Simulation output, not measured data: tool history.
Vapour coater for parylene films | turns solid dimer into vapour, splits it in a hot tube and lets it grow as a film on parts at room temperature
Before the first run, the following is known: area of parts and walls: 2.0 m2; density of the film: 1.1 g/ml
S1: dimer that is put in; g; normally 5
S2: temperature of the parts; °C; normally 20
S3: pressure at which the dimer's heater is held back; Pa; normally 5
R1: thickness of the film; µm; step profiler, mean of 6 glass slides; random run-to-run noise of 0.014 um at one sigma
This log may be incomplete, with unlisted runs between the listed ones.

| run | hour | S1 | S2 | S3 | R1 |
|---|---|---|---|---|---|
| 1 | 0 | 5 | 20 | 5 | 1.64 |
| 2 | 6.6 | 5 | 20 | 5 | 1.64 |
| 3 | 15 | 6 | 20 | 5 | 1.97 |
| 4 | 22.8 | 6 | 20 | 5 | 1.97 |
| 5 | 29.6 | 5 | 24 | 5 | 1.36 |
| 6 | 39.7 | 5 | 24 | 5 | 1.33 |
| 7 | 50.3 | 5 | 24 | 5 | 1.34 |
| 8 | 60.1 | 5 | 20 | 5 | 1.65 |
| 9 | 74.6 | 5 | 20 | 5 | 1.66 |
| 10 | 81.3 | 5 | 20 | 5 | 1.65 |
| 11 | 93.5 | 5 | 20 | 3.56 | 1.75 |
| 12 | 103.5 | 5 | 20 | 3.56 | 1.75 |
| 13 | 116.5 | 5 | 20 | 3.56 | 1.75 |
| 14 | 123.8 | 5 | 20 | 3.56 | 1.74 |

Run 15 comes next. What will it give?
| 15 | 133.7 | 5 | 20 | 3.56 | ? |

Run 15 gave R1 1.75 µm.
Without the tool's hidden state the same run would have given R1 1.75 µm.
